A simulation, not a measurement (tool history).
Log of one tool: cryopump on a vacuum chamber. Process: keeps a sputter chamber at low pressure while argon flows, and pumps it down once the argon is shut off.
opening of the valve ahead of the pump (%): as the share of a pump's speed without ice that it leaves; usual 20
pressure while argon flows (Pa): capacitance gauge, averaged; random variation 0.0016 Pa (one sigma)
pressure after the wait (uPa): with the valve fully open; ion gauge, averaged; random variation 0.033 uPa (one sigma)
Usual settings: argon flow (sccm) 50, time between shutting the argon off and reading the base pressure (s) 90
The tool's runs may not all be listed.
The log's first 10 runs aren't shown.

run   hour  argon flow (sccm)  time between shutting the argon off and reading the base pressure (s)  opening of the valve ahead of the pump (%)  hours of work since the pump was warmed up and emptied  hours of work since the cold head was overhauled  hours of work since the chamber's fittings were tightened  pressure while argon flows (Pa)  pressure after the wait (uPa)
 11  429.1                 50                                                                     90                                          31                                                     743                                               743                                                        878                           0.2644                           3.28
     442.1  -- pump warmed up, emptied and cooled again
 12  479.2                 42                                                                     90                                          20                                                      30                                               780                                                        915                           0.3257                           3.11
 13  514.8                 50                                                                     90                                          20                                                      59                                               809                                                        944                           0.3912                            3.3
 14  546.8                 50                                                                     90                                          16                                                      85                                               835                                                        970                           0.4872                           3.29
 15  575.9                 36                                                                     90                                          20                                                     109                                               858                                                        994                           0.2831                           3.38
 16  633.8                 36                                                                     90                                          20                                                     156                                               905                                                       1041                           0.2808                           3.41
 17  675.4                 23                                                                     90                                          20                                                     189                                               939                                                       1074                           0.1799                           3.48
 18  710.4                 49                                                                    118                                          20                                                     218                                               967                                                       1103                            0.382                           3.21
 19  770.5                 81                                                                    136                                          19                                                     267                                              1016                                                       1152                           0.6684                           3.17
 20  829.3                 61                                                                     90                                          20                                                     315                                              1064                                                       1200                           0.4791                           3.67
 21  855.4                 50                                                                     90                                          23                                                     336                                              1085                                                       1221                           0.3449                           3.85

The next listed run, before its measurement:
 22  917.4                 50                                                                     90                                          23                                                     386                                              1136                                                       1271                                ?                              ?

pressure while argon flows (Pa): 0.3434
pressure after the wait (uPa): 3.76
Without the tool's hidden state the same run would have given pressure while argon flows (Pa) 0.3347, pressure after the wait (uPa) 1.67.
